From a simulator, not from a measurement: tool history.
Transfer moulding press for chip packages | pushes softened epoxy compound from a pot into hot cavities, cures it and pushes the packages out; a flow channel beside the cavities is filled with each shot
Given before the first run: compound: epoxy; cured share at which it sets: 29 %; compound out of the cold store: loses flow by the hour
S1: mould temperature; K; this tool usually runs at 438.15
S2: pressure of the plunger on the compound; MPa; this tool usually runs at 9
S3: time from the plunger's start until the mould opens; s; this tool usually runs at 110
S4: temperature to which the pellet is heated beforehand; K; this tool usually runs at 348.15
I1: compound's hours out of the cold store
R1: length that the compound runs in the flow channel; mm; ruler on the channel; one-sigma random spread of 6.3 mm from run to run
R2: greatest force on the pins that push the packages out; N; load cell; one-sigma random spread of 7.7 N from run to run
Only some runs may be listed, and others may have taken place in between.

{"run": 1, "hour": 0.0, "S1": 438.15, "S2": 9, "S3": 110, "S4": 348.15, "I1": 22.5, "R1": 799, "R2": 480}
{"run": 2, "hour": 28.2, "S1": 438.15, "S2": 9, "S3": 110, "S4": 348.15, "I1": 8.4, "R1": 839, "R2": 500}
{"hour": 33.6, "done": "cavities cleaned with cleaning compound and waxed"}
{"run": 3, "hour": 65.7, "S1": 438.15, "S2": 9, "S3": 110, "S4": 348.15, "I1": 21.2, "R1": 809, "R2": 396}
{"run": 4, "hour": 84.3, "S1": 438.15, "S2": 9, "S3": 110, "S4": 344.15, "I1": 33.4, "R1": 768, "R2": 424}
{"run": 5, "hour": 127.3, "S1": 438.15, "S2": 9, "S3": 110, "S4": 344.15, "I1": 43.3, "R1": 729, "R2": 455}
{"run": 6, "hour": 149.8, "S1": 438.15, "S2": 9, "S3": 110, "S4": 344.15, "I1": 13.8, "R1": 824, "R2": 490}
{"hour": 173.9, "done": "cavities cleaned with cleaning compound and waxed"}
{"run": 7, "hour": 184.6, "S1": 438.15, "S2": 9, "S3": 110, "S4": 348.15, "I1": 33.5, "R1": 755, "R2": 372}
{"run": 8, "hour": 211.7, "S1": 438.15, "S2": 9, "S3": 110, "S4": 348.15, "I1": 38.5, "R1": 738, "R2": 406}
{"run": 9, "hour": 240.2, "S1": 438.15, "S2": 9, "S3": 110, "S4": 348.15, "I1": 15.2, "R1": 794, "R2": 453}
{"hour": 269.5, "done": "plunger's sealing rings changed"}
{"run": 10, "hour": 282.8, "S1": 438.15, "S2": 9, "S3": 110, "S4": 348.15, "I1": 13.3, "R1": 836, "R2": 491}
{"hour": 315.8, "done": "cavities cleaned with cleaning compound and waxed"}
{"run": 11, "hour": 325.2, "S1": 438.15, "S2": 9, "S3": 110, "S4": 348.15, "I1": 16.9, "R1": 830, "R2": 358}
{"run": 12, "hour": 358.5, "S1": 438.15, "S2": 9, "S3": 110, "S4": 348.15, "I1": 38.4, "R1": 767, "R2": 406}
{"hour": 389.7, "done": "mould's thermocouples calibrated"}
{"run": 13, "hour": 389.7, "S1": 438.15, "S2": 9, "S3": 110, "S4": 348.15, "I1": 40.5, "R1": 747, "R2": 419}
{"run": 14, "hour": 429.3, "S1": 438.15, "S2": 9, "S3": 110, "S4": 348.15, "I1": 19.1, "R1": 809, "R2": 482}
{"hour": 456.9, "done": "cavities cleaned with cleaning compound and waxed"}
{"run": 15, "hour": 468.6, "S1": 438.15, "S2": 9, "S3": 110, "S4": 348.15, "I1": 15.4, "R1": 808, "R2": 355}
{"run": 16, "hour": 492.4, "S1": 433.15, "S2": 8.34, "S3": 112, "S4": 344.15, "I1": 13.4, "R1": 821, "R2": 505}
{"run": 17, "hour": 524.3, "S1": 438.15, "S2": 9, "S3": 121, "S4": 348.15, "I1": 11, "R1": 817, "R2": 411}
{"run": 18, "hour": 554.0, "S1": 438.15, "S2": 9, "S3": 121, "S4": 348.15, "I1": 10.1, "R1": 833, "R2": 437}
{"run": 19, "hour": 583.3, "S1": 443.15, "S2": 9, "S3": 110, "S4": 348.15, "I1": 37.6, "R1": 730, "R2": 439}
{"hour": 596.2, "done": "cavities cleaned with cleaning compound and waxed"}
{"run": 20, "hour": 608.3, "S1": 443.15, "S2": 9, "S3": 110, "S4": 348.15, "I1": 44.6, "R1": 698, "R2": 334}
{"run": 21, "hour": 631.3, "S1": 443.15, "S2": 7.45, "S3": 130, "S4": 342.15, "I1": 18.5, "R1": 703, "R2": 359}
{"hour": 649.2, "done": "plunger's sealing rings changed"}
{"run": 22, "hour": 663.5, "S1": 438.15, "S2": 10.06, "S3": 129, "S4": 351.15, "I1": 18.4, "R1": 882, "R2": 394}
{"run": 23, "hour": 697.5, "S1": 438.15, "S2": 10.06, "S3": 129, "S4": 351.15, "I1": 29.2, "R1": 837, "R2": 424}
{"run": 24, "hour": 724.0, "S1": 438.15, "S2": 10.06, "S3": 95, "S4": 351.15, "I1": 45.7, "R1": 778, "R2": 577}
{"hour": 739.2, "done": "cavities cleaned with cleaning compound and waxed"}
{"run": 25, "hour": 748.2, "S1": 438.15, "S2": 10.06, "S3": 95, "S4": 351.15, "I1": 27.1, "R1": 828, "R2": 435}
{"run": 26, "hour": 783.2, "S1": 442.15, "S2": 9, "S3": 120, "S4": 351.15, "I1": 46, "R1": 717, "R2": 352}
{"run": 27, "hour": 823.0, "S1": 431.15, "S2": 9, "S3": 120, "S4": 352.15, "I1": 15.5, "R1": 842, "R2": 576}
{"run": 28, "hour": 848.2, "S1": 431.15, "S2": 9, "S3": 120, "S4": 352.15, "I1": 43.9, "R1": 761, "R2": 574}
{"hour": 878.6, "done": "cavities cleaned with cleaning compound and waxed"}
{"run": 29, "hour": 883.1, "S1": 446.15, "S2": 8.51, "S3": 120, "S4": 351.15, "I1": 15, "R1": 757, "R2": 295}

Forecast each of these 3 alternatives for the next run:
{"run": "A", "hour": 924.4, "S1": 446.15, "S2": 7.5, "S3": 120, "S4": 349.15, "I1": 40.9, "R1": "?", "R2": "?"}
{"run": "B", "hour": 924.4, "S1": 430.15, "S2": 9, "S3": 126, "S4": 348.15, "I1": 25.9, "R1": "?", "R2": "?"}
{"run": "C", "hour": 924.4, "S1": 446.15, "S2": 9.26, "S3": 92, "S4": 351.15, "I1": 21, "R1": "?", "R2": "?"}

run=A R1=647 R2=373
run=B R1=817 R2=512
run=C R1=773 R2=389
The same runs, with their run-to-run variation unchanged, on a tool lacking any hidden condition would have given:
run=A R1=668 R2=303
run=B R1=843 R2=403
run=C R1=799 R2=314
